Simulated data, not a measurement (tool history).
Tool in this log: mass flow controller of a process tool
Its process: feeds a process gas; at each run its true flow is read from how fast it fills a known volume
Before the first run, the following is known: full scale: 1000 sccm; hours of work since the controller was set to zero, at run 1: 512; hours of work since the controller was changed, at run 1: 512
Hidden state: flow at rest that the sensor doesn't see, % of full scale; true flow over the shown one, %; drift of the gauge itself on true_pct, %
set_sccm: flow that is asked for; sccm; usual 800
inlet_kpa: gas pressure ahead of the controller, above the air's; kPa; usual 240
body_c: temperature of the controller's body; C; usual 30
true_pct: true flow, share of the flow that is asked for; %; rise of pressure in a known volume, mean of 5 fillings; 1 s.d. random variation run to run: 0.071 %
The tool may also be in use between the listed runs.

run    hour  set_sccm  inlet_kpa  body_c  hours of work since the controller was set to zero  hours of work since the controller was changed  true_pct
  1     0.0       800        240      30                                                 512                                             512    100.11
  2   114.6       800        240      36                                                 588                                             588    100.93
  3   227.3       143        240      36                                                 662                                             662    100.32
  4   338.0       143        240      36                                                 736                                             736    100.29
  5   415.7       353        240      30                                                 787                                             787     99.91
  6   523.8       353        240      30                                                 859                                             859     99.95
  7   599.9       800        243      23                                                 909                                             909     99.37
  8   660.8       800        235      25                                                 950                                             950     99.78
  9   717.7       800        235      25                                                 988                                             988     99.83
 10   824.2       277        172      25                                                1058                                            1058     99.74
 11   912.4       809        250      30                                                1117                                            1117    100.46
 12  1006.6       555        198      20                                                1179                                            1179     99.19

Predict each of these 3 candidate next runs independently; none follows another, all start after run 12:
  A  1119.7       354        176      37                                                1254                                            1254         ?
  B  1119.7       138        144      23                                                1254                                            1254         ?
  C  1119.7       132        265      30                                                1254                                            1254         ?

run  true_pct
  A    101.07
  B     99.46
  C     99.69
Had the tool no hidden state, the same runs would have come out as:
run  true_pct
  A    100.80
  B     99.19
  C     99.42
